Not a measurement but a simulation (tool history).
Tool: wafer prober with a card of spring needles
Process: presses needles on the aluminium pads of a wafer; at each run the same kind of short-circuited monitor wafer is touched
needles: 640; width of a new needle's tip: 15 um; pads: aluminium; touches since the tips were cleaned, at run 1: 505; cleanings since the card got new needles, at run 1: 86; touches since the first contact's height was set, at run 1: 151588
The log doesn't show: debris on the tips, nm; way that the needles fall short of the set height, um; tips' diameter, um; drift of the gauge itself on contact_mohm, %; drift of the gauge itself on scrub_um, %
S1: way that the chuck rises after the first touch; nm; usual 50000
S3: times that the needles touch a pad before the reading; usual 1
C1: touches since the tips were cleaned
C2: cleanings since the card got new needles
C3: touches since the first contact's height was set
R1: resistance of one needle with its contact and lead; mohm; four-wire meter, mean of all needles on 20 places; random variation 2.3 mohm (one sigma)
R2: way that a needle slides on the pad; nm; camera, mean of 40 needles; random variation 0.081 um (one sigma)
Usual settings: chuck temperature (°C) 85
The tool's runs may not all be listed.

Run 1, hour 0.0: usual settings; C1 505; C2 86; C3 151588. Result: R1 267 mohm, R2 6970 nm.
At hour 7.2: tips cleaned on abrasive film.
At hour 16.0: tips cleaned on abrasive film.
At hour 19.9: height of the first contact set anew.
At hour 25.3: tips cleaned on abrasive film.
At hour 34.1: tips cleaned on abrasive film.
Run 2, hour 35.2: usual settings; C1 476; C2 90; C3 6605. Result: R1 263 mohm, R2 7820 nm.
At hour 42.3: tips cleaned on abrasive film.
At hour 49.5: tips cleaned on abrasive film.
Run 3, hour 54.0: usual settings but chuck temperature (°C) 59; C1 1971; C2 92; C3 14742. Result: R1 267 mohm, R2 7740 nm.
At hour 57.6: tips cleaned on abrasive film.
At hour 64.8: tips cleaned on abrasive film.
At hour 72.4: tips cleaned on abrasive film.
Run 4, hour 72.4: usual settings but chuck temperature (°C) 59; C1 0; C2 95; C3 22655. Result: R1 254 mohm, R2 7750 nm.
At hour 81.3: tips cleaned on abrasive film.
At hour 90.2: tips cleaned on abrasive film.
At hour 97.3: tips cleaned on abrasive film.
At hour 106.1: tips cleaned on abrasive film.
Run 5, hour 107.6: usual settings but chuck temperature (°C) 59; C1 662; C2 99; C3 37903. Result: R1 258 mohm, R2 7770 nm.
At hour 114.8: tips cleaned on abrasive film.
At hour 121.9: tips cleaned on abrasive film.
At hour 130.7: tips cleaned on abrasive film.
At hour 139.0: tips cleaned on abrasive film.
Run 6, hour 139.0: usual settings but chuck temperature (°C) 59; C1 0; C2 103; C3 51447. Result: R1 255 mohm, R2 7540 nm.
At hour 147.7: tips cleaned on abrasive film.
At hour 156.4: tips cleaned on abrasive film.
At hour 165.3: tips cleaned on abrasive film.
Run 7, hour 167.1: usual settings but chuck temperature (°C) 59; C1 786; C2 106; C3 63614. Result: R1 258 mohm, R2 7420 nm.
At hour 174.2: tips cleaned on abrasive film.
At hour 183.1: tips cleaned on abrasive film.
At hour 192.0: tips cleaned on abrasive film.
Run 8, hour 196.6: usual settings but S1 65000 nm; C1 1998; C2 109; C3 76369. Result: R1 265 mohm, R2 9830 nm.
At hour 200.2: tips cleaned on abrasive film.
At hour 207.4: tips cleaned on abrasive film.
At hour 214.5: tips cleaned on abrasive film.
At hour 223.4: tips cleaned on abrasive film.
Run 9, hour 229.8: usual settings but S1 65000 nm; C1 2762; C2 113; C3 90694. Result: R1 266 mohm, R2 9590 nm.
At hour 231.6: tips cleaned on abrasive film.
At hour 240.4: tips cleaned on abrasive film.
Run 10, hour 246.7: usual settings but S1 65000 nm; C1 2728; C2 115; C3 97995. Result: R1 269 mohm, R2 9610 nm.
At hour 248.5: tips cleaned on abrasive film.
At hour 257.4: tips cleaned on abrasive film.
At hour 266.3: tips cleaned on abrasive film.
At hour 273.5: tips cleaned on abrasive film.
At hour 280.7: tips cleaned on abrasive film.
Run 11, hour 281.8: usual settings but S1 65000 nm; C1 500; C2 120; C3 113141. Result: R1 258 mohm, R2 9660 nm.
At hour 288.9: tips cleaned on abrasive film.
At hour 297.9: tips cleaned on abrasive film.
Run 12, hour 298.3: usual settings but S1 65000 nm; C1 173; C2 122; C3 120252. Result: R1 258 mohm, R2 9540 nm.
At hour 305.4: tips cleaned on abrasive film.
At hour 312.6: tips cleaned on abrasive film.
At hour 319.7: tips cleaned on abrasive film.
At hour 328.5: tips cleaned on abrasive film.
At hour 335.8: tips cleaned on abrasive film.
Run 13, hour 335.8: usual settings but S1 65000 nm, S3 3; C1 0; C2 127; C3 136438. Result: R1 259 mohm, R2 9300 nm.
At hour 344.5: tips cleaned on abrasive film.
At hour 351.7: tips cleaned on abrasive film.
At hour 360.4: tips cleaned on abrasive film.
Run 14, hour 366.6: usual settings but S1 65000 nm, S3 3; C1 2698; C2 130; C3 149794. Result: R1 262 mohm, R2 9480 nm.
At hour 368.4: tips cleaned on abrasive film.
At hour 375.6: tips cleaned on abrasive film.
At hour 384.2: tips cleaned on abrasive film.
Run 15, hour 387.2: usual settings but S1 65000 nm, S3 3; C1 1300; C2 133; C3 158649. Result: R1 260 mohm, R2 9170 nm.
At hour 391.0: height of the first contact set anew.
At hour 392.9: tips cleaned on abrasive film.
At hour 401.8: tips cleaned on abrasive film.
At hour 410.5: tips cleaned on abrasive film.
Run 16, hour 414.0: usual settings but S1 65000 nm, S3 3; C1 1519; C2 136; C3 9927. Result: R1 258 mohm, R2 10130 nm.
At hour 419.3: tips cleaned on abrasive film.
At hour 428.2: tips cleaned on abrasive film.
At hour 436.9: tips cleaned on abrasive film.
Run 17, hour 442.8: usual settings but S1 32000 nm, chuck temperature (°C) 33, S3 3; C1 2555; C2 139; C3 22388. Result: R1 269 mohm, R2 5020 nm.
At hour 444.6: tips cleaned on abrasive film.
At hour 453.6: tips cleaned on abrasive film.
Run 18, hour 460.4: usual settings but S1 44000 nm, chuck temperature (°C) 98; C1 2997; C2 141; C3 30010. Result: R1 294 mohm, R2 6650 nm.
At hour 462.3: tips cleaned on abrasive film.
At hour 469.4: tips cleaned on abrasive film.
At hour 478.3: tips cleaned on abrasive film.
At hour 485.7: tips cleaned on abrasive film.
Run 19, hour 485.7: usual settings but S1 55000 nm, chuck temperature (°C) 103; C1 0; C2 145; C3 40914. Result: R1 267 mohm, R2 8340 nm.
At hour 492.9: tips cleaned on abrasive film.
At hour 501.6: tips cleaned on abrasive film.
Run 20, hour 505.5: usual settings but chuck temperature (°C) 29; C1 1693; C2 147; C3 49470. Result: R1 259 mohm, R2 7570 nm.
At hour 509.1: tips cleaned on abrasive film.
At hour 516.3: tips cleaned on abrasive film.
At hour 523.9: tips cleaned on abrasive film.
Run 21, hour 523.9: usual settings but S1 44000 nm, chuck temperature (°C) 36; C1 0; C2 150; C3 57379. Result: R1 258 mohm, R2 6690 nm.
At hour 531.1: tips cleaned on abrasive film.
At hour 538.2: tips cleaned on abrasive film.
Run 22, hour 541.3: usual settings but S1 34000 nm, chuck temperature (°C) 80; C1 1370; C2 152; C3 64917. Result: R1 295 mohm, R2 5050 nm.
At hour 546.7: tips cleaned on abrasive film.
At hour 553.9: tips cleaned on abrasive film.
At hour 562.8: tips cleaned on abrasive film.
At hour 571.7: tips cleaned on abrasive film.
Run 23, hour 574.3: usual settings but S1 54000 nm, chuck temperature (°C) 80, S3 2; C1 1135; C2 156; C3 79157. Result: R1 263 mohm, R2 8050 nm.
At hour 579.7: tips cleaned on abrasive film.
At hour 586.8: tips cleaned on abrasive film.
At hour 594.0: tips cleaned on abrasive film.
At hour 602.9: tips cleaned on abrasive film.
At hour 610.1: tips cleaned on abrasive film.
Run 24, hour 613.1: usual settings but S1 54000 nm, chuck temperature (°C) 98, S3 2; C1 1343; C2 161; C3 95917. Result: R1 272 mohm, R2 8070 nm.
At hour 618.4: tips cleaned on abrasive film.
At hour 630.4: card fitted with new needles.
At hour 639.3: tips cleaned on abrasive film.
At hour 648.2: tips cleaned on abrasive film.
At hour 656.7: tips cleaned on abrasive film.
Run 25, hour 663.1: usual settings but S1 54000 nm, chuck temperature (°C) 98, S3 2; C1 2781; C2 3; C3 14181. Result: R1 264 mohm, R2 8280 nm.

Hidden state at the last listed run before each entry between runs and at the first one after, where it differs:
Between runs 1 and 2: tips cleaned on abrasive film (hour 7.2); tips cleaned on abrasive film (hour 16.0); height of the first contact set anew (hour 19.9); tips cleaned on abrasive film (hour 25.3); tips cleaned on abrasive film (hour 34.1)
  debris on the tips, nm: 13 -> 15.6; way that the needles fall short of the set height, um: 5.1 -> 0.23; tips' diameter, um: 18.64 -> 18.83
  measured less the result without the state, R1: +10 -> +8 mohm; R2: -790 -> -40 nm
Between runs 2 and 3: tips cleaned on abrasive film (hour 42.3); tips cleaned on abrasive film (hour 49.5)
  debris on the tips, nm: 15.6 -> 44.2; way that the needles fall short of the set height, um: 0.23 -> 0.47; tips' diameter, um: 18.83 -> 18.91
  measured less the result without the state, R1: +8 -> +18 mohm; R2: -40 -> -80 nm
Between runs 3 and 4: tips cleaned on abrasive film (hour 57.6); tips cleaned on abrasive film (hour 64.8); tips cleaned on abrasive film (hour 72.4)
  debris on the tips, nm: 44.2 -> 5.2; way that the needles fall short of the set height, um: 0.47 -> 0.81; tips' diameter, um: 18.91 -> 19.03
  measured less the result without the state, R1: +18 -> +5 mohm; R2: -80 -> -130 nm
Between runs 4 and 5: tips cleaned on abrasive film (hour 81.3); tips cleaned on abrasive film (hour 90.2); tips cleaned on abrasive film (hour 97.3); tips cleaned on abrasive film (hour 106.1)
  debris on the tips, nm: 5.2 -> 17; way that the needles fall short of the set height, um: 0.81 -> 1.32; tips' diameter, um: 19.03 -> 19.2
  measured less the result without the state, R1: +5 -> +9 mohm; R2: -130 -> -210 nm
Between runs 5 and 6: tips cleaned on abrasive film (hour 114.8); tips cleaned on abrasive film (hour 121.9); tips cleaned on abrasive film (hour 130.7); tips cleaned on abrasive film (hour 139.0)
  debris on the tips, nm: 17 -> 3.9; way that the needles fall short of the set height, um: 1.32 -> 1.82; tips' diameter, um: 19.2 -> 19.38
  measured less the result without the state, R1: +9 -> +5 mohm; R2: -210 -> -280 nm
Between runs 6 and 7: tips cleaned on abrasive film (hour 147.7); tips cleaned on abrasive film (hour 156.4); tips cleaned on abrasive film (hour 165.3)
  debris on the tips, nm: 3.9 -> 23; way that the needles fall short of the set height, um: 1.82 -> 2.14; tips' diameter, um: 19.38 -> 19.49
  measured less the result without the state, R1: +5 -> +12 mohm; R2: -280 -> -330 nm
Between runs 7 and 8: tips cleaned on abrasive film (hour 174.2); tips cleaned on abrasive film (hour 183.1); tips cleaned on abrasive film (hour 192.0)
  debris on the tips, nm: 23 -> 43.4; way that the needles fall short of the set height, um: 2.14 -> 2.52; tips' diameter, um: 19.49 -> 19.63
  measured less the result without the state, R1: +12 -> +13 mohm; R2: -330 -> -400 nm
Between runs 8 and 9: tips cleaned on abrasive film (hour 200.2); tips cleaned on abrasive film (hour 207.4); tips cleaned on abrasive film (hour 214.5); tips cleaned on abrasive film (hour 223.4)
  debris on the tips, nm: 43.4 -> 54.8; way that the needles fall short of the set height, um: 2.52 -> 3.02; tips' diameter, um: 19.63 -> 19.8
  measured less the result without the state, R1: +13 -> +16 mohm; R2: -400 -> -470 nm
Between runs 9 and 10: tips cleaned on abrasive film (hour 231.6); tips cleaned on abrasive film (hour 240.4)
  debris on the tips, nm: 54.8 -> 52.3; way that the needles fall short of the set height, um: 3.02 -> 3.27; tips' diameter, um: 19.8 -> 19.89
  measured less the result without the state, R1: +16 -> +15 mohm; R2: -470 -> -510 nm
Between runs 10 and 11: tips cleaned on abrasive film (hour 248.5); tips cleaned on abrasive film (hour 257.4); tips cleaned on abrasive film (hour 266.3); tips cleaned on abrasive film (hour 273.5); tips cleaned on abrasive film (hour 280.7)
  debris on the tips, nm: 52.3 -> 11.3; way that the needles fall short of the set height, um: 3.27 -> 3.9; tips' diameter, um: 19.89 -> 20.11
  measured less the result without the state, R1: +15 -> +7 mohm; R2: -510 -> -610 nm
Between runs 11 and 12: tips cleaned on abrasive film (hour 288.9); tips cleaned on abrasive film (hour 297.9)
  debris on the tips, nm: 11.3 -> 6.9; way that the needles fall short of the set height, um: 3.9 -> 4.16; tips' diameter, um: 20.11 -> 20.2
  measured less the result without the state, R1: +7 -> +5 mohm; R2: -610 -> -650 nm
Between runs 12 and 13: tips cleaned on abrasive film (hour 305.4); tips cleaned on abrasive film (hour 312.6); tips cleaned on abrasive film (hour 319.7); tips cleaned on abrasive film (hour 328.5); tips cleaned on abrasive film (hour 335.8)
  debris on the tips, nm: 6.9 -> 5.2; way that the needles fall short of the set height, um: 4.16 -> 4.81; tips' diameter, um: 20.2 -> 20.43
  measured less the result without the state, R1: +5 -> +5 mohm; R2: -650 -> -750 nm
Between runs 13 and 14: tips cleaned on abrasive film (hour 344.5); tips cleaned on abrasive film (hour 351.7); tips cleaned on abrasive film (hour 360.4)
  debris on the tips, nm: 5.2 -> 50; way that the needles fall short of the set height, um: 4.81 -> 5.19; tips' diameter, um: 20.43 -> 20.56
  measured less the result without the state, R1: +5 -> +9 mohm; R2: -750 -> -810 nm
Between runs 14 and 15: tips cleaned on abrasive film (hour 368.4); tips cleaned on abrasive film (hour 375.6); tips cleaned on abrasive film (hour 384.2)
  debris on the tips, nm: 50 -> 30.4; way that the needles fall short of the set height, um: 5.19 -> 5.5; tips' diameter, um: 20.56 -> 20.67
  measured less the result without the state, R1: +9 -> +8 mohm; R2: -810 -> -860 nm
Between runs 15 and 16: height of the first contact set anew (hour 391.0); tips cleaned on abrasive film (hour 392.9); tips cleaned on abrasive film (hour 401.8); tips cleaned on abrasive film (hour 410.5)
  debris on the tips, nm: 30.4 -> 37.1; way that the needles fall short of the set height, um: 5.5 -> 0.32; tips' diameter, um: 20.67 -> 20.78
  measured less the result without the state, R1: +8 -> +6 mohm; R2: -860 -> -50 nm
Between runs 16 and 17: tips cleaned on abrasive film (hour 419.3); tips cleaned on abrasive film (hour 428.2); tips cleaned on abrasive film (hour 436.9)
  debris on the tips, nm: 37.1 -> 48.3; way that the needles fall short of the set height, um: 0.32 -> 0.67; tips' diameter, um: 20.78 -> 20.9
  measured less the result without the state, R1: +6 -> +23 mohm; R2: -50 -> -100 nm
Between runs 17 and 18: tips cleaned on abrasive film (hour 444.6); tips cleaned on abrasive film (hour 453.6)
  debris on the tips, nm: 48.3 -> 56.1; way that the needles fall short of the set height, um: 0.67 -> 0.87; tips' diameter, um: 20.9 -> 20.97
  measured less the result without the state, R1: +23 -> +32 mohm; R2: -100 -> -130 nm
Between runs 18 and 19: tips cleaned on abrasive film (hour 462.3); tips cleaned on abrasive film (hour 469.4); tips cleaned on abrasive film (hour 478.3); tips cleaned on abrasive film (hour 485.7)
  debris on the tips, nm: 56.1 -> 4.3; way that the needles fall short of the set height, um: 0.87 -> 1.33; tips' diameter, um: 20.97 -> 21.13
  measured less the result without the state, R1: +32 -> +7 mohm; R2: -130 -> -200 nm
Between runs 19 and 20: tips cleaned on abrasive film (hour 492.9); tips cleaned on abrasive film (hour 501.6)
  debris on the tips, nm: 4.3 -> 32.5; way that the needles fall short of the set height, um: 1.33 -> 1.62; tips' diameter, um: 21.13 -> 21.23
  measured less the result without the state, R1: +7 -> +19 mohm; R2: -200 -> -260 nm
Between runs 20 and 21: tips cleaned on abrasive film (hour 509.1); tips cleaned on abrasive film (hour 516.3); tips cleaned on abrasive film (hour 523.9)
  debris on the tips, nm: 32.5 -> 7.2; way that the needles fall short of the set height, um: 1.62 -> 1.99; tips' diameter, um: 21.23 -> 21.36
  measured less the result without the state, R1: +19 -> +10 mohm; R2: -260 -> -320 nm
Between runs 21 and 22: tips cleaned on abrasive film (hour 531.1); tips cleaned on abrasive film (hour 538.2)
  debris on the tips, nm: 7.2 -> 28.6; way that the needles fall short of the set height, um: 1.99 -> 2.2; tips' diameter, um: 21.36 -> 21.44
  measured less the result without the state, R1: +10 -> +34 mohm; R2: -320 -> -350 nm
Between runs 22 and 23: tips cleaned on abrasive film (hour 546.7); tips cleaned on abrasive film (hour 553.9); tips cleaned on abrasive film (hour 562.8); tips cleaned on abrasive film (hour 571.7)
  debris on the tips, nm: 28.6 -> 28.2; way that the needles fall short of the set height, um: 2.2 -> 2.76; tips' diameter, um: 21.44 -> 21.63
  measured less the result without the state, R1: +34 -> +12 mohm; R2: -350 -> -430 nm
Between runs 23 and 24: tips cleaned on abrasive film (hour 579.7); tips cleaned on abrasive film (hour 586.8); tips cleaned on abrasive film (hour 594.0); tips cleaned on abrasive film (hour 602.9); tips cleaned on abrasive film (hour 610.1)
  debris on the tips, nm: 28.2 -> 28.5; way that the needles fall short of the set height, um: 2.76 -> 3.35; tips' diameter, um: 21.63 -> 21.84
  measured less the result without the state, R1: +12 -> +13 mohm; R2: -430 -> -530 nm
Between runs 24 and 25: tips cleaned on abrasive film (hour 618.4); card fitted with new needles (hour 630.4); tips cleaned on abrasive film (hour 639.3); tips cleaned on abrasive film (hour 648.2); tips cleaned on abrasive film (hour 656.7)
  debris on the tips, nm: 28.5 -> 53.2; way that the needles fall short of the set height, um: 3.35 -> 0.44; tips' diameter, um: 21.84 -> 15.15
  measured less the result without the state, R1: +13 -> +6 mohm; R2: -530 -> -70 nm
